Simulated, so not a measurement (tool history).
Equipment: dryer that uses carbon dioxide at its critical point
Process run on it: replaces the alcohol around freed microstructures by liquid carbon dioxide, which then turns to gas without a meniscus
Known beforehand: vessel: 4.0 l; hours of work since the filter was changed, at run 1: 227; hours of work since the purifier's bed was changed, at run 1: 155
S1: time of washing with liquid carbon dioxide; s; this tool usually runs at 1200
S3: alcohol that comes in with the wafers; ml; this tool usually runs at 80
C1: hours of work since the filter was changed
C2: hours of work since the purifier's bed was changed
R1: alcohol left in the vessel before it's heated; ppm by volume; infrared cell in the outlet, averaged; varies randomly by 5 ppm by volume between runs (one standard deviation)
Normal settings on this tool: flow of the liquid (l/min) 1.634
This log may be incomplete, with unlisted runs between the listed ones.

{"run": 1, "hour": 0.0, "S1": 1200, "flow of the liquid (l/min)": 1.634, "S3": 80, "C1": 227, "C2": 155, "R1": 54}
{"run": 2, "hour": 9.3, "S1": 1200, "flow of the liquid (l/min)": 1.634, "S3": 80, "C1": 231, "C2": 159, "R1": 56}
{"run": 3, "hour": 15.4, "S1": 1200, "flow of the liquid (l/min)": 1.634, "S3": 80, "C1": 233, "C2": 161, "R1": 51}
{"run": 4, "hour": 26.5, "S1": 1200, "flow of the liquid (l/min)": 1.634, "S3": 80, "C1": 238, "C2": 166, "R1": 72}
{"run": 5, "hour": 33.0, "S1": 1200, "flow of the liquid (l/min)": 1.634, "S3": 80, "C1": 241, "C2": 169, "R1": 62}
{"run": 6, "hour": 45.5, "S1": 1200, "flow of the liquid (l/min)": 1.634, "S3": 80, "C1": 246, "C2": 174, "R1": 49}
{"run": 7, "hour": 53.3, "S1": 1620, "flow of the liquid (l/min)": 1.634, "S3": 80, "C1": 250, "C2": 178, "R1": 29}
{"run": 8, "hour": 60.8, "S1": 1620, "flow of the liquid (l/min)": 1.634, "S3": 80, "C1": 253, "C2": 181, "R1": 34}
{"run": 9, "hour": 68.4, "S1": 1080, "flow of the liquid (l/min)": 1.82, "S3": 51, "C1": 256, "C2": 184, "R1": 52}
{"run": 10, "hour": 76.5, "S1": 1080, "flow of the liquid (l/min)": 1.82, "S3": 51, "C1": 259, "C2": 188, "R1": 48}

Forecast each of these 3 alternatives for the next run:
{"run": "A", "hour": 82.9, "S1": 1200, "flow of the liquid (l/min)": 1.21, "S3": 80, "C1": 262, "C2": 190, "R1": "?"}
{"run": "B", "hour": 82.9, "S1": 900, "flow of the liquid (l/min)": 1.82, "S3": 23, "C1": 262, "C2": 190, "R1": "?"}
{"run": "C", "hour": 82.9, "S1": 1080, "flow of the liquid (l/min)": 1.94, "S3": 86, "C1": 262, "C2": 190, "R1": "?"}

run=A R1=204
run=B R1=67
run=C R1=50
Take away the tool's hidden state, keep each run's random variation, and the runs would have read:
run=A R1=133
run=B R1=31
run=C R1=13

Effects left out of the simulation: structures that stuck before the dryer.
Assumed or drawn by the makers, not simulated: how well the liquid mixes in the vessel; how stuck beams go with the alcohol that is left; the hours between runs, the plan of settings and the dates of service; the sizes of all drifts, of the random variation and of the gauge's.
